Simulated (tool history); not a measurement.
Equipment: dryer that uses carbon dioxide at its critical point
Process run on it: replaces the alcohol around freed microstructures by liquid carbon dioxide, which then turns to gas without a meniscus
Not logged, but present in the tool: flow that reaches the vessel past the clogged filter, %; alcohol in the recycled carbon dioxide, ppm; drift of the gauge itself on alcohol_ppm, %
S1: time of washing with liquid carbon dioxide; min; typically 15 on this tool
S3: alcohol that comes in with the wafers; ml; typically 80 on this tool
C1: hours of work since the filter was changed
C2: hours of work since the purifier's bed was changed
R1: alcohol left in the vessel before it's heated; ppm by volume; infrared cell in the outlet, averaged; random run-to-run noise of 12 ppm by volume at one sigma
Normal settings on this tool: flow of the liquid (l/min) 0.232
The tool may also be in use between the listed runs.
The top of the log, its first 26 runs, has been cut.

{"run": 27, "hour": 394.3, "S1": 15, "flow of the liquid (l/min)": 0.203, "S3": 80, "C1": 146, "C2": 185, "R1": 2400}
{"run": 28, "hour": 413.7, "S1": 18, "flow of the liquid (l/min)": 0.275, "S3": 22, "C1": 153, "C2": 192, "R1": 73}
{"run": 29, "hour": 422.6, "S1": 18, "flow of the liquid (l/min)": 0.275, "S3": 22, "C1": 156, "C2": 195, "R1": 80}
{"run": 30, "hour": 435.0, "S1": 18, "flow of the liquid (l/min)": 0.275, "S3": 22, "C1": 161, "C2": 200, "R1": 75}
{"run": 31, "hour": 453.0, "S1": 10, "flow of the liquid (l/min)": 0.394, "S3": 75, "C1": 167, "C2": 206, "R1": 848}
{"run": 32, "hour": 467.8, "S1": 9, "flow of the liquid (l/min)": 0.163, "S3": 60, "C1": 172, "C2": 211, "R1": 16435}
{"run": 33, "hour": 476.8, "S1": 15, "flow of the liquid (l/min)": 0.274, "S3": 95, "C1": 176, "C2": 214, "R1": 823}
{"run": 34, "hour": 488.0, "S1": 17, "flow of the liquid (l/min)": 0.154, "S3": 44, "C1": 180, "C2": 218, "R1": 2648}
{"run": 35, "hour": 507.6, "S1": 17, "flow of the liquid (l/min)": 0.154, "S3": 44, "C1": 187, "C2": 225, "R1": 2686}
{"run": 36, "hour": 527.8, "S1": 20, "flow of the liquid (l/min)": 0.321, "S3": 44, "C1": 194, "C2": 233, "R1": 39}
{"hour": 541.5, "done": "inlet filter changed"}
{"run": 37, "hour": 548.5, "S1": 9, "flow of the liquid (l/min)": 0.155, "S3": 44, "C1": 2, "C2": 240, "R1": 9794}
{"run": 38, "hour": 562.0, "S1": 9, "flow of the liquid (l/min)": 0.155, "S3": 44, "C1": 7, "C2": 244, "R1": 9954}

Run 39, settings as shown, results not yet in. Your forecast:
{"run": 39, "hour": 574.8, "S1": 9, "flow of the liquid (l/min)": 0.155, "S3": 44, "C1": 12, "C2": 249, "R1": "?"}

{"run 39": {"R1": 9920}}
Take away the tool's hidden state, keep the run-to-run variation as it was, and the same run would have given R1 9597 ppm by volume.

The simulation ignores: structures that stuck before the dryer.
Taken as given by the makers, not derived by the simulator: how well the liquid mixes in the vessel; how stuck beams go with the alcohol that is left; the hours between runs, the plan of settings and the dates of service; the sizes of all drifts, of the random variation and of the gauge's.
